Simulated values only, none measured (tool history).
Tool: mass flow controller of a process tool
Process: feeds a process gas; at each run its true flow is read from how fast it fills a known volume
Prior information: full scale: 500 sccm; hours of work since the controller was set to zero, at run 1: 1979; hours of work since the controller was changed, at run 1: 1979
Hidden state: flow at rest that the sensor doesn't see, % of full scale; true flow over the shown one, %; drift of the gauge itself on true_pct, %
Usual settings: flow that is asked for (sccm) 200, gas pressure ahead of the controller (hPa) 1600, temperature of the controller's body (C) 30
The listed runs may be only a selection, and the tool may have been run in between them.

run,hour,flow that is asked for (sccm),gas pressure ahead of the controller (hPa),temperature of the controller's body (C),hours of work since the controller was set to zero,hours of work since the controller was changed,true flow (%)
1,0,200,1600,30,1979,1979,100.68
2,403.5,200,1600,30,2147,2147,101.07
3,696.9,200,1860,30,2270,2270,101.23
4,1053.7,200,1860,30,2419,2419,101.46
5,1377.6,200,1860,30,2554,2554,101.58
6,1773.5,200,1600,30,2719,2719,101.54
7,1977.1,200,1600,30,2804,2804,101.63
8,2264,200,1600,30,2924,2924,101.7
9,2688.2,200,1600,30,3101,3101,101.94
10,2938.8,200,1600,30,3205,3205,102.19
11,3179.7,200,1610,30,3306,3306,102.2
12,3596.3,200,1610,30,3480,3480,102.33
13,3816.1,200,1600,30,3572,3572,102.6
14,4207.7,200,1600,30,3735,3735,102.62
15,4400.3,200,1600,30,3815,3815,102.7
16,4628.9,200,1600,30,3911,3911,102.8
17,4831.8,200,1600,30,3995,3995,102.98
18,5255.5,149,2360,30,4172,4172,103.85
19,5676.8,149,2620,30,4348,4348,104.24
20,5959.9,149,2620,30,4466,4466,104.35
21,6170.8,354,2600,39,4554,4554,103.37
22,6370.9,123,2600,39,4638,4638,104.35
23,6744.7,470,1970,21,4794,4794,104.31
24,7057.3,474,2240,23,4924,4924,104.46
25,7309.7,474,2240,23,5030,5030,104.77
26,7666.3,436,2780,23,5178,5178,105.04
27,8023.4,436,2030,23,5327,5327,104.52
28,8469.8,294,1530,32,5514,5514,104.09
# hour 8892.7: controller exchanged for a calibrated one
29,8892.7,57,1530,20,0,0,98.88
30,9111.9,76,2170,20,91,91,99.62
31,9357,76,2170,20,194,194,99.79
32,9781.6,200,1570,30,371,371,99.28
33,10048.8,58,1550,26,483,483,99.55

Forecast each of these 3 alternatives for the next run:
A,10350.4,457,1550,26,608,608,?
B,10350.4,374,1730,25,608,608,?
C,10350.4,169,2780,35,608,608,?

run,true flow (%)
A,100.05
B,100.09
C,100.09
Without the tool's unlogged condition, the same runs would have read:
run,true flow (%)
A,99.53
B,99.55
C,99.44

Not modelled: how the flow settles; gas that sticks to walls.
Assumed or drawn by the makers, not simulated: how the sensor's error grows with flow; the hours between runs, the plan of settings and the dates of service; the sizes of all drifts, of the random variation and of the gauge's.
